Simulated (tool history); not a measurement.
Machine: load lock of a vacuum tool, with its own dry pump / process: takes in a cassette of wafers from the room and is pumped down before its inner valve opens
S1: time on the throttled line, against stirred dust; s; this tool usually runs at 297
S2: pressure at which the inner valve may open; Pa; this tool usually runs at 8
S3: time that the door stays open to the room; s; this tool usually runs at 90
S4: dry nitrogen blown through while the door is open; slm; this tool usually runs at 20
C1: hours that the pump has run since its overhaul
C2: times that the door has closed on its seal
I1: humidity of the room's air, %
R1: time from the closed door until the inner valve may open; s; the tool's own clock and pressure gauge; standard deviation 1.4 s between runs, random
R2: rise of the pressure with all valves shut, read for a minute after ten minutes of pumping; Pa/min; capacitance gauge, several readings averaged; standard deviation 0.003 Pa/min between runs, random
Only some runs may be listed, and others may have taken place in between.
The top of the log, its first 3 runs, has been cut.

Run 4, hour 650.6: usual settings; C1 7968; C2 5642; I1 43.8. Result: R1 415.8 s, R2 0.044 Pa/min.
Run 5, hour 888.0: usual settings; C1 8205; C2 5881; I1 42.8. Result: R1 415.8 s, R2 0.048 Pa/min.
Run 6, hour 1106.2: usual settings; C1 8423; C2 6101; I1 45.0. Result: R1 416.5 s, R2 0.044 Pa/min.
Run 7, hour 1392.5: usual settings but S3 189 s; C1 8710; C2 6389; I1 46.7. Result: R1 417.9 s, R2 0.076 Pa/min.
Run 8, hour 1561.7: usual settings; C1 8879; C2 6559; I1 46.2. Result: R1 419.9 s, R2 0.055 Pa/min.
Run 9, hour 1696.5: usual settings; C1 9014; C2 6695; I1 44.0. Result: R1 418.6 s, R2 0.050 Pa/min.
Run 10, hour 1822.4: usual settings but S4 5 slm; C1 9140; C2 6821; I1 43.4. Result: R1 418.9 s, R2 0.065 Pa/min.
Run 11, hour 1958.5: usual settings but S4 5 slm; C1 9276; C2 6958; I1 45.8. Result: R1 416.4 s, R2 0.068 Pa/min.
Run 12, hour 2173.2: usual settings but S4 5 slm; C1 9490; C2 7174; I1 46.3. Result: R1 421.7 s, R2 0.069 Pa/min.
Run 13, hour 2462.0: usual settings but S4 5 slm; C1 9779; C2 7465; I1 41.5. Result: R1 420.2 s, R2 0.063 Pa/min.
Run 14, hour 2676.4: usual settings but S4 5 slm; C1 9994; C2 7680; I1 43.6. Result: R1 417.0 s, R2 0.066 Pa/min.
Run 15, hour 2838.1: usual settings but S4 5 slm; C1 10155; C2 7843; I1 45.1. Result: R1 420.4 s, R2 0.070 Pa/min.
Run 16, hour 2969.1: usual settings but S3 187 s, S4 5 slm; C1 10286; C2 7975; I1 43.7. Result: R1 420.1 s, R2 0.108 Pa/min.
Run 17, hour 3261.9: usual settings but S1 339 s; C1 10579; C2 8269; I1 44.0. Result: R1 462.3 s, R2 0.054 Pa/min.
Run 18, hour 3484.7: usual settings; C1 10802; C2 8494; I1 42.2. Result: R1 419.1 s, R2 0.055 Pa/min.
Run 19, hour 3640.4: usual settings but S3 182 s, S4 5 slm; C1 10958; C2 8650; I1 47.3. Result: R1 422.9 s, R2 0.110 Pa/min.
Run 20, hour 3911.2: usual settings but S1 162 s, S2 12 Pa, S3 72 s, S4 27 slm; C1 11228; C2 8923; I1 44.0. Result: R1 292.5 s, R2 0.046 Pa/min.
Run 21, hour 4200.3: usual settings but S3 126 s, S4 21 slm; C1 11517; C2 9213; I1 47.9. Result: R1 422.4 s, R2 0.073 Pa/min.
Run 22, hour 4385.6: usual settings but S3 126 s, S4 21 slm; C1 11703; C2 9400; I1 45.1. Result: R1 422.1 s, R2 0.070 Pa/min.
Run 23, hour 4546.4: usual settings but S3 126 s, S4 21 slm; C1 11864; C2 9562; I1 44.4. Result: R1 422.5 s, R2 0.070 Pa/min.
Run 24, hour 4777.7: usual settings but S3 126 s, S4 21 slm; C1 12095; C2 9794; I1 48.1. Result: R1 423.2 s, R2 0.067 Pa/min.
Run 25, hour 4928.1: usual settings but S2 11 Pa; C1 12245; C2 9946; I1 41.6. Result: R1 415.3 s, R2 0.059 Pa/min.
Run 26, hour 5182.1: usual settings but S1 172 s, S3 98 s, S4 5 slm; C1 12499; C2 10201; I1 45.0. Result: R1 311.0 s, R2 0.082 Pa/min.
Run 27, hour 5473.7: usual settings but S1 163 s, S2 6 Pa, S3 48 s, S4 15 slm; C1 12791; C2 10495; I1 46.5. Result: R1 309.8 s, R2 0.056 Pa/min.
Run 28, hour 5646.0: usual settings but S1 498 s, S2 10 Pa; C1 12963; C2 10668; I1 44.7. Result: R1 601.2 s, R2 0.061 Pa/min.

Estimate the outcome of run 29 from the log above:
Run 29, hour 5900.0: usual settings but S1 478 s, S2 10 Pa; C1 13217; C2 10924; I1 46.4. Result: R1 ?, R2 ?.

R1: 584.0 s
R2: 0.060 Pa/min
Minus the tool's unlogged condition, the same run would have read R1 567.1 s, R2 0.031 Pa/min.
